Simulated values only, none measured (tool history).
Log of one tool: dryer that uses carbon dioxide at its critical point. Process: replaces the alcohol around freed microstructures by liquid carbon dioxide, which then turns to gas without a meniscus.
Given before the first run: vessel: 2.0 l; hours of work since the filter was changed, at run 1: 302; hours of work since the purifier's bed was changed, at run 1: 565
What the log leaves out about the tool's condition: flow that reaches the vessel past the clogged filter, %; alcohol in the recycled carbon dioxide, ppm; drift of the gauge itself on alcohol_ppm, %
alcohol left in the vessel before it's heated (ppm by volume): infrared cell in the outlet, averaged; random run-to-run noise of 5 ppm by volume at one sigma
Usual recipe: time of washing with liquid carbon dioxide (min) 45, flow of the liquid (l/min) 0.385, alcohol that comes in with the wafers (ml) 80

| run | hour | time of washing with liquid carbon dioxide (min) | flow of the liquid (l/min) | alcohol that comes in with the wafers (ml) | hours of work since the filter was changed | hours of work since the purifier's bed was changed | alcohol left in the vessel before it's heated (ppm by volume) |
|---|---|---|---|---|---|---|---|
| 1 | 0.0 | 45 | 0.385 | 80 | 302 | 565 | 121 |
| 2 | 25.8 | 45 | 0.385 | 80 | 322 | 585 | 117 |
| 3 | 62.5 | 45 | 0.385 | 80 | 350 | 613 | 128 |
| 4 | 91.6 | 45 | 0.385 | 80 | 372 | 635 | 122 |
| 5 | 126.4 | 45 | 0.385 | 96 | 399 | 662 | 150 |
| 6 | 168.0 | 45 | 0.385 | 96 | 431 | 694 | 154 |
| 7 | 194.5 | 45 | 0.385 | 96 | 451 | 714 | 148 |
| 8 | 218.6 | 45 | 0.239 | 96 | 469 | 732 | 603 |
| 9 | 243.2 | 45 | 0.239 | 96 | 488 | 751 | 639 |
|  | 257.4 | inlet filter changed |
| 10 | 281.7 | 45 | 0.239 | 96 | 19 | 780 | 461 |
| 11 | 314.4 | 45 | 0.239 | 96 | 44 | 805 | 469 |
| 12 | 332.9 | 45 | 0.385 | 80 | 58 | 819 | 165 |
| 13 | 375.3 | 45 | 0.385 | 80 | 90 | 852 | 168 |
| 14 | 409.9 | 45 | 0.385 | 80 | 117 | 878 | 174 |
| 15 | 435.9 | 45 | 0.385 | 80 | 137 | 898 | 183 |
| 16 | 473.8 | 45 | 0.385 | 80 | 166 | 927 | 187 |
| 17 | 505.4 | 45 | 0.385 | 80 | 190 | 952 | 181 |
| 18 | 531.7 | 45 | 0.385 | 80 | 210 | 972 | 189 |
| 19 | 558.0 | 45 | 0.385 | 80 | 231 | 992 | 185 |
| 20 | 596.5 | 45 | 0.385 | 80 | 260 | 1022 | 196 |
| 21 | 624.7 | 45 | 0.385 | 80 | 282 | 1043 | 199 |
| 22 | 665.0 | 45 | 0.385 | 80 | 313 | 1074 | 207 |
| 23 | 702.5 | 45 | 0.385 | 80 | 341 | 1103 | 214 |
| 24 | 721.6 | 45 | 0.385 | 80 | 356 | 1118 | 219 |
| 25 | 747.1 | 45 | 0.385 | 31 | 376 | 1137 | 216 |
| 26 | 780.5 | 45 | 0.385 | 31 | 401 | 1163 | 221 |
| 27 | 798.6 | 27 | 0.458 | 54 | 415 | 1177 | 305 |
| 28 | 817.3 | 27 | 0.427 | 54 | 430 | 1191 | 370 |
| 29 | 835.8 | 54 | 0.393 | 81 | 444 | 1205 | 219 |
| 30 | 870.6 | 60 | 0.393 | 81 | 470 | 1232 | 216 |
| 31 | 895.4 | 60 | 0.461 | 30 | 489 | 1251 | 230 |
|  | 907.8 | inlet filter changed |
| 32 | 914.5 | 27 | 0.238 | 94 | 5 | 1265 | 2583 |
| 33 | 937.4 | 30 | 0.533 | 24 | 23 | 1282 | 231 |
| 34 | 956.8 | 33 | 0.421 | 29 | 38 | 1297 | 250 |
|  | 964.9 | purifier's bed changed |
| 35 | 980.5 | 33 | 0.421 | 29 | 54 | 12 | 17 |
| 36 | 1019.7 | 33 | 0.421 | 29 | 84 | 42 | 32 |
| 37 | 1052.5 | 33 | 0.421 | 29 | 109 | 67 | 26 |
| 38 | 1094.9 | 31 | 0.344 | 29 | 141 | 100 | 125 |
| 39 | 1126.6 | 47 | 0.344 | 29 | 166 | 124 | 36 |
| 40 | 1149.9 | 47 | 0.344 | 29 | 183 | 142 | 33 |
| 41 | 1174.4 | 30 | 0.372 | 84 | 202 | 161 | 272 |
| 42 | 1209.6 | 30 | 0.372 | 84 | 229 | 188 | 288 |
| 43 | 1232.5 | 30 | 0.372 | 84 | 247 | 205 | 298 |
| 44 | 1258.9 | 30 | 0.372 | 84 | 267 | 226 | 302 |
| 45 | 1284.7 | 30 | 0.372 | 84 | 287 | 245 | 309 |
| 46 | 1315.0 | 30 | 0.372 | 84 | 310 | 269 | 330 |
| 47 | 1339.7 | 38 | 0.326 | 84 | 329 | 288 | 211 |

Consider 4 possible next runs. They are alternatives, not a sequence: every one starts from the tool as it was left by run 47. What does each give?
| A | 1371.8 | 63 | 0.604 | 76 | 354 | 312 | ? |
| B | 1371.8 | 36 | 0.414 | 36 | 354 | 312 | ? |
| C | 1371.8 | 31 | 0.243 | 80 | 354 | 312 | ? |
| D | 1371.8 | 40 | 0.345 | 22 | 354 | 312 | ? |

| run | alcohol left in the vessel before it's heated (ppm by volume) |
|---|---|
| A | 52 |
| B | 83 |
| C | 1547 |
| D | 91 |
Without the tool's unlogged condition, the same runs would have read:
| run | alcohol left in the vessel before it's heated (ppm by volume) |
|---|---|
| A | 0 |
| B | 17 |
| C | 1145 |
| D | 24 |
